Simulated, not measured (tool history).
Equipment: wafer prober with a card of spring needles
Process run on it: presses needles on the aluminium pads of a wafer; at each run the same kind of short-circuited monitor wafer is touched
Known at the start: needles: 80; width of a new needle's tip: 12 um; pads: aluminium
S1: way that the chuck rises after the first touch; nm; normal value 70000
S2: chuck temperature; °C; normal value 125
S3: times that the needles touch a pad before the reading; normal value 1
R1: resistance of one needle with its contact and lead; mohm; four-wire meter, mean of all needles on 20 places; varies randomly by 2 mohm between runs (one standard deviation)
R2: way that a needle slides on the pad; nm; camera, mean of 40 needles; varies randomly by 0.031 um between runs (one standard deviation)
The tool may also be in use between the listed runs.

run	hour	S1	S2	S3	R1	R2
1	0.0	70000	125	1	233	13960
2	13.3	70000	125	1	253	13880
3	36.4	70000	125	1	236	14100
4	50.4	70000	125	1	257	14080
5	74.3	70000	125	1	247	14070
6	87.8	70000	56	1	208	14060
7	97.9	70000	56	1	214	14000
8	110.7	70000	56	1	236	14030
9	132.2	70000	71	1	215	13970
10	144.9	70000	71	1	240	13970
11	160.1	70000	71	1	227	13990
12	174.7	70000	71	1	214	13940
13	196.7	70000	71	1	245	13970
14	212.4	70000	71	1	227	13920
15	227.1	70000	125	1	230	13890
16	239.5	81000	125	2	230	16290
17	256.6	81000	125	2	231	16250
18	271.4	70000	106	1	229	13980
19	285.2	79000	106	1	238	15870
20	300.1	79000	106	1	230	15830
21	311.1	82000	125	1	237	16420
22	323.7	82000	125	1	250	16380
23	338.1	82000	27	3	210	16360
24	361.0	82000	27	3	214	16360
25	375.1	78000	44	1	230	15590
26	397.2	78000	44	1	212	15470
27	418.7	78000	44	1	226	15460
28	442.4	88000	125	2	227	17700
29	457.8	62000	35	3	207	12430

Withheld: 55 entries from between the runs. Position of each, and hidden state at the listed run before versus the listed run after:
In the gap between runs 1 and 2: tips cleaned on abrasive film (hour 7.2)
  debris on the tips, nm: 25 -> 67.7; way that the needles fall short of the set height, um: 0.79 -> 0.83; tips' diameter, um: 12.59 -> 12.61
  measured result minus the result with no hidden state, R1: +11 -> +30 mohm; R2: -160 -> -170 nm
In the gap between runs 2 and 3: tips cleaned on abrasive film (hour 16.6); tips cleaned on abrasive film (hour 25.4); tips cleaned on abrasive film (hour 34.0); height of the first contact set anew (hour 34.3)
  debris on the tips, nm: 67.7 -> 30.2; way that the needles fall short of the set height, um: 0.83 -> 0; tips' diameter, um: 12.61 -> 12.66
  measured result minus the result with no hidden state, R1: +30 -> +13 mohm; R2: -170 -> +0 nm
In the gap between runs 3 and 4: tips cleaned on abrasive film (hour 42.9)
  debris on the tips, nm: 30.2 -> 81.1; way that the needles fall short of the set height, um: 0 -> 0.03; tips' diameter, um: 12.66 -> 12.67
  measured result minus the result with no hidden state, R1: +13 -> +36 mohm; R2: +0 -> -10 nm
In the gap between runs 4 and 5: tips cleaned on abrasive film (hour 52.2); tips cleaned on abrasive film (hour 60.5); tips cleaned on abrasive film (hour 69.7)
  debris on the tips, nm: 81.1 -> 55.7; way that the needles fall short of the set height, um: 0.03 -> 0.19; tips' diameter, um: 12.67 -> 12.73
  measured result minus the result with no hidden state, R1: +36 -> +25 mohm; R2: -10 -> -40 nm
In the gap between runs 5 and 6: tips cleaned on abrasive film (hour 79.5); tips cleaned on abrasive film (hour 87.8)
  debris on the tips, nm: 55.7 -> 3.2; way that the needles fall short of the set height, um: 0.19 -> 0.26; tips' diameter, um: 12.73 -> 12.75
  measured result minus the result with no hidden state, R1: +25 -> +2 mohm; R2: -40 -> -50 nm
In the gap between runs 6 and 7: tips cleaned on abrasive film (hour 97.4)
  debris on the tips, nm: 3.2 -> 16.1; way that the needles fall short of the set height, um: 0.26 -> 0.31; tips' diameter, um: 12.75 -> 12.77
  measured result minus the result with no hidden state, R1: +2 -> +8 mohm; R2: -50 -> -60 nm
In the gap between runs 7 and 8: tips cleaned on abrasive film (hour 105.4)
  debris on the tips, nm: 16.1 -> 57.7; way that the needles fall short of the set height, um: 0.31 -> 0.36; tips' diameter, um: 12.77 -> 12.79
  measured result minus the result with no hidden state, R1: +8 -> +29 mohm; R2: -60 -> -70 nm
In the gap between runs 8 and 9: tips cleaned on abrasive film (hour 114.7); tips cleaned on abrasive film (hour 123.6); tips cleaned on abrasive film (hour 131.7)
  debris on the tips, nm: 57.7 -> 11.2; way that the needles fall short of the set height, um: 0.36 -> 0.5; tips' diameter, um: 12.79 -> 12.83
  measured result minus the result with no hidden state, R1: +29 -> +6 mohm; R2: -70 -> -100 nm
In the gap between runs 9 and 10: tips cleaned on abrasive film (hour 140.0)
  debris on the tips, nm: 11.2 -> 56.3; way that the needles fall short of the set height, um: 0.5 -> 0.53; tips' diameter, um: 12.83 -> 12.85
  measured result minus the result with no hidden state, R1: +6 -> +28 mohm; R2: -100 -> -100 nm
In the gap between runs 10 and 11: tips cleaned on abrasive film (hour 148.6); tips cleaned on abrasive film (hour 157.8)
  debris on the tips, nm: 56.3 -> 37.1; way that the needles fall short of the set height, um: 0.53 -> 0.61; tips' diameter, um: 12.85 -> 12.88
  measured result minus the result with no hidden state, R1: +28 -> +19 mohm; R2: -100 -> -130 nm
In the gap between runs 11 and 12: tips cleaned on abrasive film (hour 165.8); tips cleaned on abrasive film (hour 174.7)
  debris on the tips, nm: 37.1 -> 3.4; way that the needles fall short of the set height, um: 0.61 -> 0.71; tips' diameter, um: 12.88 -> 12.91
  measured result minus the result with no hidden state, R1: +19 -> +3 mohm; R2: -130 -> -140 nm
In the gap between runs 12 and 13: tips cleaned on abrasive film (hour 182.8); tips cleaned on abrasive film (hour 191.0)
  debris on the tips, nm: 3.4 -> 61.9; way that the needles fall short of the set height, um: 0.71 -> 0.82; tips' diameter, um: 12.91 -> 12.95
  measured result minus the result with no hidden state, R1: +3 -> +32 mohm; R2: -140 -> -170 nm
In the gap between runs 13 and 14: tips cleaned on abrasive film (hour 200.0); tips cleaned on abrasive film (hour 209.4)
  debris on the tips, nm: 61.9 -> 34.2; way that the needles fall short of the set height, um: 0.82 -> 0.91; tips' diameter, um: 12.95 -> 12.98
  measured result minus the result with no hidden state, R1: +32 -> +17 mohm; R2: -170 -> -180 nm
In the gap between runs 14 and 15: tips cleaned on abrasive film (hour 217.5); tips cleaned on abrasive film (hour 226.5)
  debris on the tips, nm: 34.2 -> 10.5; way that the needles fall short of the set height, um: 0.91 -> 1.02; tips' diameter, um: 12.98 -> 13.02
  measured result minus the result with no hidden state, R1: +17 -> +6 mohm; R2: -180 -> -200 nm
In the gap between runs 15 and 16: height of the first contact set anew (hour 228.8); tips cleaned on abrasive film (hour 236.1)
  debris on the tips, nm: 10.5 -> 44.4; way that the needles fall short of the set height, um: 1.02 -> 0.05; tips' diameter, um: 13.02 -> 13.04
  measured result minus the result with no hidden state, R1: +6 -> +10 mohm; R2: -200 -> -10 nm
In the gap between runs 16 and 17: tips cleaned on abrasive film (hour 244.8); tips cleaned on abrasive film (hour 252.8)
  debris on the tips, nm: 44.4 -> 48.9; way that the needles fall short of the set height, um: 0.05 -> 0.15; tips' diameter, um: 13.04 -> 13.07
  measured result minus the result with no hidden state, R1: +10 -> +11 mohm; R2: -10 -> -30 nm
In the gap between runs 17 and 18: tips cleaned on abrasive film (hour 262.1); tips cleaned on abrasive film (hour 270.8)
  debris on the tips, nm: 48.9 -> 14.7; way that the needles fall short of the set height, um: 0.15 -> 0.25; tips' diameter, um: 13.07 -> 13.1
  measured result minus the result with no hidden state, R1: +11 -> +7 mohm; R2: -30 -> -50 nm
In the gap between runs 18 and 19: tips cleaned on abrasive film (hour 280.4)
  debris on the tips, nm: 14.7 -> 54.9; way that the needles fall short of the set height, um: 0.25 -> 0.3; tips' diameter, um: 13.1 -> 13.12
  measured result minus the result with no hidden state, R1: +7 -> +21 mohm; R2: -50 -> -60 nm
In the gap between runs 19 and 20: tips cleaned on abrasive film (hour 288.4); tips cleaned on abrasive film (hour 297.6)
  debris on the tips, nm: 54.9 -> 35.2; way that the needles fall short of the set height, um: 0.3 -> 0.39; tips' diameter, um: 13.12 -> 13.15
  measured result minus the result with no hidden state, R1: +21 -> +14 mohm; R2: -60 -> -80 nm
In the gap between runs 20 and 21: tips cleaned on abrasive film (hour 306.8)
  debris on the tips, nm: 35.2 -> 50.2; way that the needles fall short of the set height, um: 0.39 -> 0.43; tips' diameter, um: 13.15 -> 13.17
  measured result minus the result with no hidden state, R1: +14 -> +18 mohm; R2: -80 -> -80 nm
In the gap between runs 21 and 22: tips cleaned on abrasive film (hour 316.1)
  debris on the tips, nm: 50.2 -> 70.2; way that the needles fall short of the set height, um: 0.43 -> 0.46; tips' diameter, um: 13.17 -> 13.18
  measured result minus the result with no hidden state, R1: +18 -> +26 mohm; R2: -80 -> -100 nm
In the gap between runs 22 and 23: tips cleaned on abrasive film (hour 325.4); tips cleaned on abrasive film (hour 334.8)
  debris on the tips, nm: 70.2 -> 45.1; way that the needles fall short of the set height, um: 0.46 -> 0.55; tips' diameter, um: 13.18 -> 13.21
  measured result minus the result with no hidden state, R1: +26 -> +8 mohm; R2: -100 -> -110 nm
In the gap between runs 23 and 24: tips cleaned on abrasive film (hour 344.1); tips cleaned on abrasive film (hour 353.4)
  debris on the tips, nm: 45.1 -> 80.8; way that the needles fall short of the set height, um: 0.55 -> 0.66; tips' diameter, um: 13.21 -> 13.25
  measured result minus the result with no hidden state, R1: +8 -> +13 mohm; R2: -110 -> -130 nm
In the gap between runs 24 and 25: tips cleaned on abrasive film (hour 362.2); tips cleaned on abrasive film (hour 370.2)
  debris on the tips, nm: 80.8 -> 57.3; way that the needles fall short of the set height, um: 0.66 -> 0.74; tips' diameter, um: 13.25 -> 13.27
  measured result minus the result with no hidden state, R1: +13 -> +26 mohm; R2: -130 -> -150 nm
In the gap between runs 25 and 26: tips cleaned on abrasive film (hour 379.9); tips cleaned on abrasive film (hour 388.6); tips cleaned on abrasive film (hour 397.2)
  debris on the tips, nm: 57.3 -> 8.2; way that the needles fall short of the set height, um: 0.74 -> 0.87; tips' diameter, um: 13.27 -> 13.32
  measured result minus the result with no hidden state, R1: +26 -> +5 mohm; R2: -150 -> -170 nm
In the gap between runs 26 and 27: tips cleaned on abrasive film (hour 405.2); tips cleaned on abrasive film (hour 413.4)
  debris on the tips, nm: 8.2 -> 58; way that the needles fall short of the set height, um: 0.87 -> 0.97; tips' diameter, um: 13.32 -> 13.36
  measured result minus the result with no hidden state, R1: +5 -> +27 mohm; R2: -170 -> -190 nm
In the gap between runs 27 and 28: tips cleaned on abrasive film (hour 422.5); height of the first contact set anew (hour 422.8); tips cleaned on abrasive film (hour 431.2); tips cleaned on abrasive film (hour 440.5)
  debris on the tips, nm: 58 -> 28.3; way that the needles fall short of the set height, um: 0.97 -> 0.11; tips' diameter, um: 13.36 -> 13.41
  measured result minus the result with no hidden state, R1: +27 -> +6 mohm; R2: -190 -> -20 nm
In the gap between runs 28 and 29: tips cleaned on abrasive film (hour 449.8); tips cleaned on abrasive film (hour 457.8)
  debris on the tips, nm: 28.3 -> 5.1; way that the needles fall short of the set height, um: 0.11 -> 0.21; tips' diameter, um: 13.41 -> 13.44
  measured result minus the result with no hidden state, R1: +6 -> +3 mohm; R2: -20 -> -40 nm
